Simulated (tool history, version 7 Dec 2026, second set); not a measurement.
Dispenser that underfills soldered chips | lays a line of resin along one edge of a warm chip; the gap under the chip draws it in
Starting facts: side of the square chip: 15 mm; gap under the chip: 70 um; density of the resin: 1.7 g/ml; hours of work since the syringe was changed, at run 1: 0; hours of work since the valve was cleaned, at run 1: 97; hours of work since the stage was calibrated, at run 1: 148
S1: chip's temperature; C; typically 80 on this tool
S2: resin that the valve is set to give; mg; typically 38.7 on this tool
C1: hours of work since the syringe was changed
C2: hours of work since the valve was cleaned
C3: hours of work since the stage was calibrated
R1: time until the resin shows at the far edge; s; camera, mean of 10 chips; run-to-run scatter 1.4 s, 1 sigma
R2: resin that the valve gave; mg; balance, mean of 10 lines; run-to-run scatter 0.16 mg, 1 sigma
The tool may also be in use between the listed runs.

run 1 hour=0.0 | S1=80 S2=38.7 | C1=0 C2=97 C3=148 | R1=146.9 R2=37.68
-- hour=9.5 new syringe of resin
-- hour=11.7 dispensing valve cleaned and set on the balance
run 2 hour=11.7 | S1=80 S2=47.3 | C1=1 C2=0 C3=155 | R1=153.1 R2=47.09
-- hour=20.1 new syringe of resin
run 3 hour=22.5 | S1=80 S2=47.3 | C1=2 C2=7 C3=163 | R1=161.3 R2=46.92
run 4 hour=27.1 | S1=80 S2=38.7 | C1=5 C2=11 C3=166 | R1=215.1 R2=38.55
-- hour=29.9 new syringe of resin
run 5 hour=35.3 | S1=93 S2=38.7 | C1=4 C2=16 C3=172 | R1=122.5 R2=38.32
-- hour=39.6 new syringe of resin
run 6 hour=43.1 | S1=93 S2=40.9 | C1=2 C2=22 C3=177 | R1=109.3 R2=40.77
-- hour=49.4 new syringe of resin
run 7 hour=53.6 | S1=93 S2=40.9 | C1=3 C2=29 C3=184 | R1=116.5 R2=40.60
-- hour=59.0 new syringe of resin
run 8 hour=59.0 | S1=66 S2=38.7 | C1=0 C2=33 C3=188 | R1=246.5 R2=38.12
-- hour=68.7 new syringe of resin
run 9 hour=69.7 | S1=66 S2=38.7 | C1=1 C2=40 C3=195 | R1=271.5 R2=38.25
-- hour=78.7 new syringe of resin
run 10 hour=78.7 | S1=66 S2=38.7 | C1=0 C2=46 C3=202 | R1=255.6 R2=38.07
run 11 hour=84.0 | S1=80 S2=38.7 | C1=4 C2=50 C3=205 | R1=200.3 R2=38.12
-- hour=88.7 new syringe of resin
run 12 hour=91.6 | S1=80 S2=38.7 | C1=2 C2=55 C3=211 | R1=173.9 R2=38.02
-- hour=98.5 new syringe of resin
run 13 hour=99.7 | S1=80 S2=38.7 | C1=1 C2=61 C3=216 | R1=158.7 R2=38.00
-- hour=108.3 new syringe of resin
run 14 hour=109.2 | S1=73 S2=38.7 | C1=1 C2=67 C3=223 | R1=203.5 R2=37.73
-- hour=118.2 new syringe of resin
run 15 hour=118.4 | S1=73 S2=38.7 | C1=0 C2=74 C3=229 | R1=192.6 R2=37.74
run 16 hour=124.1 | S1=73 S2=38.7 | C1=4 C2=78 C3=233 | R1=268.6 R2=37.53
-- hour=127.8 new syringe of resin
run 17 hour=131.3 | S1=73 S2=42.3 | C1=2 C2=83 C3=238 | R1=233.4 R2=41.13
-- hour=137.3 new syringe of resin
run 18 hour=139.5 | S1=80 S2=32.9 | C1=2 C2=88 C3=244 | R1=178.5 R2=32.00
-- hour=146.9 new syringe of resin
run 19 hour=148.2 | S1=74 S2=47.4 | C1=1 C2=94 C3=250 | R1=197.3 R2=45.77
-- hour=156.6 new syringe of resin
run 20 hour=157.1 | S1=74 S2=47.4 | C1=0 C2=100 C3=256 | R1=189.7 R2=45.60
-- hour=163.8 dispensing valve cleaned and set on the balance
run 21 hour=163.8 | S1=69 S2=44.4 | C1=4 C2=0 C3=260 | R1=323.5 R2=44.41
-- hour=167.3 new syringe of resin
run 22 hour=171.9 | S1=79 S2=43.6 | C1=3 C2=6 C3=265 | R1=199.6 R2=43.09
-- hour=177.2 new syringe of resin
run 23 hour=180.1 | S1=79 S2=43.6 | C1=2 C2=11 C3=271 | R1=177.3 R2=43.66
-- hour=186.9 new syringe of resin
run 24 hour=188.7 | S1=75 S2=41.5 | C1=1 C2=17 C3=277 | R1=198.7 R2=41.37
-- hour=196.6 new syringe of resin
run 25 hour=198.0 | S1=75 S2=43.1 | C1=1 C2=23 C3=283 | R1=193.5 R2=43.18
-- hour=206.5 new syringe of resin
run 26 hour=208.5 | S1=83 S2=43.6 | C1=1 C2=31 C3=290 | R1=149.7 R2=43.44
run 27 hour=213.8 | S1=83 S2=43.6 | C1=5 C2=34 C3=294 | R1=199.0 R2=43.15
-- hour=216.1 new syringe of resin
run 28 hour=221.5 | S1=87 S2=43.6 | C1=4 C2=40 C3=299 | R1=151.7 R2=42.91
-- hour=226.1 new syringe of resin
run 29 hour=229.4 | S1=87 S2=50.2 | C1=2 C2=45 C3=305 | R1=139.8 R2=49.67
-- hour=236.0 new syringe of resin
run 30 hour=239.0 | S1=87 S2=50.2 | C1=2 C2=52 C3=312 | R1=136.5 R2=49.48
run 31 hour=244.3 | S1=71 S2=34.2 | C1=6 C2=55 C3=315 | R1=363.7 R2=33.65
-- hour=246.1 new syringe of resin
run 32 hour=249.5 | S1=93 S2=39.0 | C1=2 C2=59 C3=319 | R1=114.1 R2=38.36
run 33 hour=254.4 | S1=93 S2=39.0 | C1=6 C2=62 C3=322 | R1=149.8 R2=38.34
-- hour=256.4 new syringe of resin
run 34 hour=259.8 | S1=80 S2=33.3 | C1=2 C2=66 C3=326 | R1=198.4 R2=32.39
-- hour=266.2 new syringe of resin
run 35 hour=266.3 | S1=80 S2=42.4 | C1=0 C2=71 C3=330 | R1=147.4 R2=41.45
run 36 hour=272.6 | S1=88 S2=48.9 | C1=5 C2=75 C3=335 | R1=149.6 R2=47.76

Each row is a separate what-if for the run after 36, all from the same tool condition, not one after another. Results?
-- hour=275.8 new syringe of resin
run A hour=280.1 | S1=88 S2=41.5 | C1=3 C2=80 C3=340 | R1=? R2=?
-- hour=275.8 new syringe of resin
run B hour=280.1 | S1=80 S2=36.2 | C1=3 C2=80 C3=340 | R1=? R2=?
-- hour=275.8 new syringe of resin
run C hour=280.1 | S1=77 S2=36.8 | C1=3 C2=80 C3=340 | R1=? R2=?

run=A R1=140.8 R2=40.26
run=B R1=194.7 R2=35.35
run=C R1=218.3 R2=35.68
Without the tool's unlogged condition, the same runs would have read:
run=A R1=99.7 R2=41.28
run=B R1=136.7 R2=36.24
run=C R1=153.2 R2=36.58

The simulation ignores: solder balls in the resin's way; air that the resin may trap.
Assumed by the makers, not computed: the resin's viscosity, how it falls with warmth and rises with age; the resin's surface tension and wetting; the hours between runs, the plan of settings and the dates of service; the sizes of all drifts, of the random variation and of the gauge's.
